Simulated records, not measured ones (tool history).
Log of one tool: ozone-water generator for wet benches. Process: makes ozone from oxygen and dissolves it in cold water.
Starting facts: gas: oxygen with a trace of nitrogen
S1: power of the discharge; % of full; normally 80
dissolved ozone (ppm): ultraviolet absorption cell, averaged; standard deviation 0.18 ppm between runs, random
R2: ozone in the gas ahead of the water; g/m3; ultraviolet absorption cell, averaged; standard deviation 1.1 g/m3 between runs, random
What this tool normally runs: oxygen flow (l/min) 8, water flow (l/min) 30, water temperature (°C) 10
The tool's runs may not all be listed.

run 1 hour=0 | S1=80 oxygen_flow_(l/min)=8 water_flow_(l/min)=30 water_temperature_(°C)=10 | dissolved_ozone_(ppm)=20 R2=160.1
run 2 hour=111.1 | S1=80 oxygen_flow_(l/min)=8 water_flow_(l/min)=30 water_temperature_(°C)=9 | dissolved_ozone_(ppm)=19.8 R2=157.3
run 3 hour=251.3 | S1=54 oxygen_flow_(l/min)=8 water_flow_(l/min)=30 water_temperature_(°C)=10 | dissolved_ozone_(ppm)=16.1 R2=130
run 4 hour=408.2 | S1=54 oxygen_flow_(l/min)=8 water_flow_(l/min)=30 water_temperature_(°C)=10 | dissolved_ozone_(ppm)=16 R2=128.1
run 5 hour=533.2 | S1=54 oxygen_flow_(l/min)=8 water_flow_(l/min)=30 water_temperature_(°C)=10 | dissolved_ozone_(ppm)=15.7 R2=128
run 6 hour=668.3 | S1=54 oxygen_flow_(l/min)=8 water_flow_(l/min)=30 water_temperature_(°C)=10 | dissolved_ozone_(ppm)=15.8 R2=127.1
run 7 hour=781.4 | S1=80 oxygen_flow_(l/min)=8 water_flow_(l/min)=30 water_temperature_(°C)=18 | dissolved_ozone_(ppm)=16.5 R2=151.8
run 8 hour=944.5 | S1=80 oxygen_flow_(l/min)=8 water_flow_(l/min)=30 water_temperature_(°C)=18 | dissolved_ozone_(ppm)=16.8 R2=151.4
run 9 hour=1110.7 | S1=80 oxygen_flow_(l/min)=9.46 water_flow_(l/min)=30 water_temperature_(°C)=10 | dissolved_ozone_(ppm)=18.4 R2=137.4
run 10 hour=1253.3 | S1=80 oxygen_flow_(l/min)=6.32 water_flow_(l/min)=30 water_temperature_(°C)=10 | dissolved_ozone_(ppm)=17.7 R2=170.8
run 11 hour=1362.5 | S1=80 oxygen_flow_(l/min)=6.32 water_flow_(l/min)=30 water_temperature_(°C)=10 | dissolved_ozone_(ppm)=17.6 R2=166.6
run 12 hour=1463.3 | S1=80 oxygen_flow_(l/min)=6.32 water_flow_(l/min)=30 water_temperature_(°C)=10 | dissolved_ozone_(ppm)=17.6 R2=166.1
run 13 hour=1588.8 | S1=80 oxygen_flow_(l/min)=6.32 water_flow_(l/min)=30 water_temperature_(°C)=10 | dissolved_ozone_(ppm)=17.4 R2=165.4
run 14 hour=1714.6 | S1=80 oxygen_flow_(l/min)=8 water_flow_(l/min)=30 water_temperature_(°C)=8 | dissolved_ozone_(ppm)=17.7 R2=143.2
run 15 hour=1785.6 | S1=99 oxygen_flow_(l/min)=8 water_flow_(l/min)=30 water_temperature_(°C)=10 | dissolved_ozone_(ppm)=19 R2=157.6
run 16 hour=1886.8 | S1=99 oxygen_flow_(l/min)=8 water_flow_(l/min)=30 water_temperature_(°C)=10 | dissolved_ozone_(ppm)=19 R2=157.4
run 17 hour=2037.1 | S1=80 oxygen_flow_(l/min)=8 water_flow_(l/min)=32 water_temperature_(°C)=13 | dissolved_ozone_(ppm)=15.4 R2=143.4
run 18 hour=2142.9 | S1=80 oxygen_flow_(l/min)=8 water_flow_(l/min)=32 water_temperature_(°C)=13 | dissolved_ozone_(ppm)=15.7 R2=139.8
run 19 hour=2229.6 | S1=80 oxygen_flow_(l/min)=8 water_flow_(l/min)=32 water_temperature_(°C)=13 | dissolved_ozone_(ppm)=15.3 R2=141.8
run 20 hour=2372.4 | S1=70 oxygen_flow_(l/min)=8.54 water_flow_(l/min)=36 water_temperature_(°C)=10 | dissolved_ozone_(ppm)=13.5 R2=126.2
run 21 hour=2447.5 | S1=80 oxygen_flow_(l/min)=8 water_flow_(l/min)=29 water_temperature_(°C)=13 | dissolved_ozone_(ppm)=16.1 R2=139.2
-- hour=2574.4 contactor cleaned
run 22 hour=2587.7 | S1=88 oxygen_flow_(l/min)=11.45 water_flow_(l/min)=25 water_temperature_(°C)=13 | dissolved_ozone_(ppm)=19.2 R2=117.1
run 23 hour=2724.8 | S1=88 oxygen_flow_(l/min)=11.45 water_flow_(l/min)=25 water_temperature_(°C)=13 | dissolved_ozone_(ppm)=19.4 R2=114.5
run 24 hour=2795.4 | S1=74 oxygen_flow_(l/min)=6.79 water_flow_(l/min)=25 water_temperature_(°C)=13 | dissolved_ozone_(ppm)=17.9 R2=143
run 25 hour=2940.4 | S1=80 oxygen_flow_(l/min)=4.3 water_flow_(l/min)=22 water_temperature_(°C)=10 | dissolved_ozone_(ppm)=20.3 R2=188.7
run 26 hour=3073.5 | S1=80 oxygen_flow_(l/min)=4.74 water_flow_(l/min)=23 water_temperature_(°C)=11 | dissolved_ozone_(ppm)=19.5 R2=175.4
run 27 hour=3149.7 | S1=94 oxygen_flow_(l/min)=5.54 water_flow_(l/min)=28 water_temperature_(°C)=7 | dissolved_ozone_(ppm)=18.6 R2=172.6
-- hour=3187.1 electrodes of the discharge changed
run 28 hour=3314.3 | S1=62 oxygen_flow_(l/min)=8 water_flow_(l/min)=29 water_temperature_(°C)=8 | dissolved_ozone_(ppm)=22.7 R2=168.9

Forecast each of these 4 alternatives for the next run:
run A hour=3425.9 | S1=80 oxygen_flow_(l/min)=8 water_flow_(l/min)=30 water_temperature_(°C)=12 | dissolved_ozone_(ppm)=? R2=?
run B hour=3425.9 | S1=91 oxygen_flow_(l/min)=8 water_flow_(l/min)=29 water_temperature_(°C)=7 | dissolved_ozone_(ppm)=? R2=?
run C hour=3425.9 | S1=41 oxygen_flow_(l/min)=4.98 water_flow_(l/min)=30 water_temperature_(°C)=16 | dissolved_ozone_(ppm)=? R2=?
run D hour=3425.9 | S1=62 oxygen_flow_(l/min)=5.46 water_flow_(l/min)=22 water_temperature_(°C)=8 | dissolved_ozone_(ppm)=? R2=?

run=A dissolved_ozone_(ppm)=24.1 R2=196.7
run=B dissolved_ozone_(ppm)=28.1 R2=211.2
run=C dissolved_ozone_(ppm)=15 R2=173.5
run=D dissolved_ozone_(ppm)=26.9 R2=209.1
Without the tool's hidden state the same runs would have given:
run=A dissolved_ozone_(ppm)=24.7 R2=199.6
run=B dissolved_ozone_(ppm)=28.9 R2=214.5
run=C dissolved_ozone_(ppm)=15.3 R2=175.1
run=D dissolved_ozone_(ppm)=27.6 R2=211.8

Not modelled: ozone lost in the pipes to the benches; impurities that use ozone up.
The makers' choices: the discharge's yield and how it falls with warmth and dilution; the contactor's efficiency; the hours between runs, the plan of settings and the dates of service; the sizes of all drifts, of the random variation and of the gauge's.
